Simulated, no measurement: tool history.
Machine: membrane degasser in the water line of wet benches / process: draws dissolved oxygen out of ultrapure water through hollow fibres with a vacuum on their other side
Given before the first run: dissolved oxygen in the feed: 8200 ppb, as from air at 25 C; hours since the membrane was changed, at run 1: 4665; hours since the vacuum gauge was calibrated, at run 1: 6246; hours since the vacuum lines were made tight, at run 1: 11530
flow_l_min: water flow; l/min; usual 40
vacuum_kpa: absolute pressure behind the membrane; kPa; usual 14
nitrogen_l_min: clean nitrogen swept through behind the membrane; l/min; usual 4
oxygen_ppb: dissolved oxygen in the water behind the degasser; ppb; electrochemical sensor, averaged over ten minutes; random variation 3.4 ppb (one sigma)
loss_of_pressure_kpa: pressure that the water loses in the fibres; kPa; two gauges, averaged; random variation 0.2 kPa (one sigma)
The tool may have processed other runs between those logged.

run	hour	flow_l_min	vacuum_kpa	nitrogen_l_min	hours since the membrane was changed	hours since the vacuum gauge was calibrated	hours since the vacuum lines were made tight	oxygen_ppb	loss_of_pressure_kpa
1	0	40	14	4	4665	6246	11530	444.1	42.8
2	114	40	9.6	4	4779	6360	11644	339.5	42.58
3	166.2	43	14	4	4831	6412	11697	492.7	45.95
4	242.5	43	14	4	4907	6489	11773	497	46.06
5	318.8	43	14	4	4984	6565	11849	483.3	45.75
6	392.2	30	14	4	5057	6638	11923	281.1	32.09
7	448.9	30	14	4	5114	6695	11979	279.6	31.94
8	510.8	40	14	11.33	5176	6757	12041	287.3	42.59
9	620.2	40	14	11.33	5285	6866	12151	286.9	42.92
10	723.7	40	14	2.06	5389	6970	12254	628.9	42.92
11	836.1	40	14	2.06	5501	7082	12367	626.7	43.32
12	954.4	40	14	1.87	5619	7201	12485	678.4	42.4
# hour 1057.9: seals of the vacuum lines changed
13	1066.2	40	14	1.87	5729	7310	8	667.2	43.18
14	1154.2	40	14	1.87	5817	7399	96	654.8	42.88
15	1248.1	40	14	1.87	5911	7492	190	665.1	42.96
16	1354	40	14	1.87	6017	7598	296	657.9	42.82
17	1426.6	40	14	4	6089	7671	369	439.3	43.16
18	1529	40	17.2	4.09	6192	7773	471	498.4	42.82
19	1602	54	24.1	5.25	6265	7846	544	833	57.93
20	1717.5	25	14	4	6380	7962	660	216.9	26.8
21	1798.8	38	15.5	4	6462	8043	741	437.6	40.68
22	1879.4	28	33.2	7.05	6542	8124	822	356.8	30.05
23	1977.5	53	10.1	10.39	6640	8222	920	456.6	57.07
24	2074.7	51	10.1	1.7	6738	8319	1017	746.2	54.81
25	2152.3	32	14	1.94	6815	8397	1094	495.3	34.46
26	2230.2	32	9.1	1.72	6893	8474	1172	356.2	34.42
27	2290.6	32	9.1	1.72	6953	8535	1233	355.5	34.5
28	2396	32	9.1	1.72	7059	8640	1338	355.8	34.58
29	2500.8	32	9.3	2.02	7164	8745	1443	330.6	34.49
30	2572.4	32	9.3	2.02	7235	8817	1515	332.8	34.23
31	2625.4	50	14	8.89	7288	8870	1568	472.5	53.79
# hour 2664.8: vacuum gauge calibrated
32	2716.1	50	14	8.89	7378	51	1658	471	53.69
33	2786.2	50	14	8.89	7449	121	1728	471.1	53.65

A few steps of oxygen_ppb between consecutive runs. Split each: what settings, incoming material and random variation would produce without the hidden state, and what is left over for the hidden state, along with gauge scatter present in only one of the two compared results (measured, and without hidden state):
The hidden state here: membrane still open, %; true pressure behind the membrane over the reading, kPa; air that leaks in behind the membrane, l/min; drift of the gauge itself on oxygen_ppb, %; drift of the gauge itself on loss_of_pressure_kpa, %.
Run 9 -> 10: nitrogen_l_min 11.33 -> 2.06. oxygen_ppb +342 ppb: hidden state +5.8, all else +336.2.
Run 18 -> 19: flow_l_min 40 -> 54, vacuum_kpa 17.2 -> 24.1, nitrogen_l_min 4.09 -> 5.25. oxygen_ppb +334.6 ppb: hidden state +11, all else +323.6.
Run 19 -> 20: flow_l_min 54 -> 25, vacuum_kpa 24.1 -> 14, nitrogen_l_min 5.25 -> 4. oxygen_ppb -616.1 ppb: hidden state -23.2, all else -592.9.
Run 22 -> 23: flow_l_min 28 -> 53, vacuum_kpa 33.2 -> 10.1, nitrogen_l_min 7.05 -> 10.39. oxygen_ppb +99.8 ppb: hidden state +24.2, all else +75.6.
Run 24 -> 25: flow_l_min 51 -> 32, vacuum_kpa 10.1 -> 14, nitrogen_l_min 1.7 -> 1.94. oxygen_ppb -250.9 ppb: hidden state -19.8, all else -231.1.

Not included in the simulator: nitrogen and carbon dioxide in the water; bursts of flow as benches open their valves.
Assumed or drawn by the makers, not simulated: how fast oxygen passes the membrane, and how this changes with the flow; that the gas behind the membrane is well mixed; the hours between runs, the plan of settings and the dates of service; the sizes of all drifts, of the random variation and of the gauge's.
